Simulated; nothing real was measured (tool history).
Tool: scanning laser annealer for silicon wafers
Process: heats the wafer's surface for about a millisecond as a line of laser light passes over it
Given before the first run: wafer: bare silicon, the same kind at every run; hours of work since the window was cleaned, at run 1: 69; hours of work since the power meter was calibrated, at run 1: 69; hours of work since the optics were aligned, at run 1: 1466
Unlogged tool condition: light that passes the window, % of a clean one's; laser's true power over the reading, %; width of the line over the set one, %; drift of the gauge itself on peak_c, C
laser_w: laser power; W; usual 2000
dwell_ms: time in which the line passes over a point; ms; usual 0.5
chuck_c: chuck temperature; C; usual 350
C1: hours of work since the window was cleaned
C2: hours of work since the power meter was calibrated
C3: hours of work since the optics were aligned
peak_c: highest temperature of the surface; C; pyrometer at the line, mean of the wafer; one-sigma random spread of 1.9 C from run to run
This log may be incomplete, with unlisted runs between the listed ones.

Run 1, day 0: usual settings; C1 69; C2 69; C3 1466. Result: peak_c 1110 C.
Run 2, day 0.625: usual settings; C1 79; C2 79; C3 1476. Result: peak_c 1109 C.
Run 3, day 1.096: usual settings; C1 86; C2 86; C3 1484. Result: peak_c 1108 C.
Run 4, day 1.654: usual settings; C1 95; C2 95; C3 1492. Result: peak_c 1108 C.
Run 5, day 2.638: usual settings; C1 110; C2 110; C3 1508. Result: peak_c 1106 C.
Run 6, day 3.554: usual settings but chuck_c 342 C; C1 125; C2 125; C3 1522. Result: peak_c 1098 C.
At day 3.842: optics aligned, line set to its width.
Run 7, day 4.238: usual settings but chuck_c 336 C; C1 132; C2 132; C3 6. Result: peak_c 1090 C.
Run 8, day 4.808: usual settings but chuck_c 334 C; C1 141; C2 141; C3 15. Result: peak_c 1089 C.
Run 9, day 5.683: usual settings but chuck_c 372 C; C1 155; C2 155; C3 29. Result: peak_c 1128 C.
Run 10, day 6.246: usual settings but chuck_c 372 C; C1 164; C2 164; C3 38. Result: peak_c 1122 C.
Run 11, day 6.888: usual settings but chuck_c 372 C; C1 174; C2 174; C3 48. Result: peak_c 1129 C.
Run 12, day 7.704: usual settings but laser_w 1856 W, dwell_ms 0.353 ms, chuck_c 326 C; C1 187; C2 187; C3 61. Result: peak_c 910 C.
At day 8.583: optics aligned, line set to its width, once more.
Run 13, day 8.988: usual settings but laser_w 1736 W, dwell_ms 0.373 ms, chuck_c 339 C; C1 204; C2 204; C3 6. Result: peak_c 903 C.
Run 14, day 9.983: usual settings but dwell_ms 0.565 ms; C1 219; C2 219; C3 22. Result: peak_c 1155 C.
Run 15, day 10.917: usual settings but dwell_ms 0.405 ms, chuck_c 364 C; C1 234; C2 234; C3 37. Result: peak_c 1042 C.
Run 16, day 11.754: usual settings but dwell_ms 0.405 ms, chuck_c 364 C; C1 247; C2 247; C3 50. Result: peak_c 1042 C.
Run 17, day 12.288: usual settings but laser_w 1902 W, dwell_ms 0.371 ms, chuck_c 385 C; C1 256; C2 256; C3 58. Result: peak_c 999 C.
Run 18, day 13.225: usual settings but laser_w 1942 W, dwell_ms 0.493 ms, chuck_c 340 C; C1 270; C2 270; C3 73. Result: peak_c 1064 C.

Predict each of these 3 candidate next runs independently; none follows another, all start after run 18:
Run A, day 13.75: usual settings but laser_w 2151 W, dwell_ms 0.501 ms; C1 279; C2 279; C3 81. Result: peak_c ?.
Run B, day 13.75: usual settings but laser_w 2070 W, chuck_c 348 C; C1 279; C2 279; C3 81. Result: peak_c ?.
Run C, day 13.75: usual settings but dwell_ms 0.489 ms, chuck_c 342 C; C1 279; C2 279; C3 81. Result: peak_c ?.

run  peak_c
  A    1160
  B    1125
  C    1088
What these runs would have given with no unlogged condition in the tool:
run  peak_c
  A    1170
  B    1136
  C    1098

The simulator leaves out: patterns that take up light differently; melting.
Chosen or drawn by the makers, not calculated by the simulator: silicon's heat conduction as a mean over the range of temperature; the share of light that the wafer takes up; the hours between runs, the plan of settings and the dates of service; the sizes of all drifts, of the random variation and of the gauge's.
